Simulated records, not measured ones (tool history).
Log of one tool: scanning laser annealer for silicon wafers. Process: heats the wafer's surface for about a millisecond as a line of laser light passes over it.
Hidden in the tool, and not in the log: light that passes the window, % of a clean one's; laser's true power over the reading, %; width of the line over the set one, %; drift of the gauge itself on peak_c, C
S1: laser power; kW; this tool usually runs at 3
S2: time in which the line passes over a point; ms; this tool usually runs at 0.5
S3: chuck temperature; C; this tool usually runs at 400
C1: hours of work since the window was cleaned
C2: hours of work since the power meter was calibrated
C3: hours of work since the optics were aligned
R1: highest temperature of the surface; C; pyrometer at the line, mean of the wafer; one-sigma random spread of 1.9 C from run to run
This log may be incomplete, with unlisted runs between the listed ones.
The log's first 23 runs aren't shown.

Run 24, day 74.379: usual settings but S1 2.965 kW, S2 0.515 ms, S3 378 C; C1 102; C2 1594; C3 395. Result: R1 1117 C.
Run 25, day 77.821: usual settings but S1 3.135 kW, S2 0.364 ms, S3 363 C; C1 142; C2 1634; C3 435. Result: R1 1003 C.
Run 26, day 81.875: usual settings but S1 3.135 kW, S2 0.364 ms, S3 363 C; C1 190; C2 1682; C3 483. Result: R1 1003 C.
Run 27, day 83.808: usual settings but S1 2.777 kW, S2 0.364 ms, S3 361 C; C1 212; C2 1704; C3 505. Result: R1 923 C.
Run 28, day 86.438: usual settings but S1 2.777 kW, S2 0.364 ms, S3 361 C; C1 243; C2 1735; C3 536. Result: R1 925 C.
Run 29, day 89.479: usual settings but S1 2.627 kW, S2 0.531 ms, S3 398 C; C1 279; C2 1771; C3 572. Result: R1 1053 C.
Run 30, day 93.75: usual settings but S1 2.627 kW, S2 0.441 ms, S3 361 C; C1 329; C2 1821; C3 621. Result: R1 948 C.
Run 31, day 95.883: usual settings but S1 2.627 kW, S2 0.441 ms, S3 361 C; C1 354; C2 1846; C3 646. Result: R1 948 C.
Run 32, day 99.958: usual settings but S1 2.627 kW, S2 0.441 ms, S3 361 C; C1 401; C2 1893; C3 694. Result: R1 945 C.
Run 33, day 102.554: usual settings but S3 393 C; C1 432; C2 1924; C3 724. Result: R1 1115 C.
Run 34, day 104.721: usual settings but S1 2.802 kW, S2 0.378 ms, S3 406 C; C1 457; C2 1949; C3 750. Result: R1 977 C.
Run 35, day 108.933: usual settings but S1 2.802 kW, S2 0.378 ms, S3 406 C; C1 506; C2 1998; C3 799. Result: R1 974 C.
At day 111.621: optics aligned, line set to its width.
Run 36, day 113.042: usual settings but S1 2.802 kW, S2 0.378 ms, S3 406 C; C1 552; C2 2044; C3 17. Result: R1 974 C.
Run 37, day 115.283: usual settings but S1 2.802 kW, S2 0.378 ms, S3 406 C; C1 578; C2 2070; C3 43. Result: R1 978 C.
Run 38, day 117.358: usual settings but S1 2.966 kW, S2 0.446 ms, S3 392 C; C1 602; C2 2094; C3 67. Result: R1 1054 C.
Run 39, day 121.288: usual settings but S1 2.943 kW, S2 0.569 ms, S3 407 C; C1 648; C2 2140; C3 113. Result: R1 1160 C.
Run 40, day 123.388: usual settings but S1 2.68 kW, S2 0.594 ms, S3 392 C; C1 673; C2 2165; C3 138. Result: R1 1087 C.
At day 123.646: window over the wafer cleaned.
Run 41, day 125.354: usual settings but S1 2.776 kW, S2 0.594 ms, S3 373 C; C1 20; C2 2187; C3 160. Result: R1 1116 C.

Branching from run 41: 3 alternative next runs. What would each branch give?
Run A, day 128.675: usual settings but S1 2.776 kW, S2 0.594 ms, S3 360 C; C1 59; C2 2226; C3 199. Result: R1 ?.
Run B, day 128.675: usual settings but S1 3.292 kW, S2 0.493 ms, S3 373 C; C1 59; C2 2226; C3 199. Result: R1 ?.
Run C, day 128.675: usual settings but S1 2.776 kW, S2 0.364 ms, S3 373 C; C1 59; C2 2226; C3 199. Result: R1 ?.

run    R1
  A  1102
  B  1172
  C   933
What these runs would have given with no unlogged condition in the tool:
run    R1
  A  1122
  B  1194
  C   949

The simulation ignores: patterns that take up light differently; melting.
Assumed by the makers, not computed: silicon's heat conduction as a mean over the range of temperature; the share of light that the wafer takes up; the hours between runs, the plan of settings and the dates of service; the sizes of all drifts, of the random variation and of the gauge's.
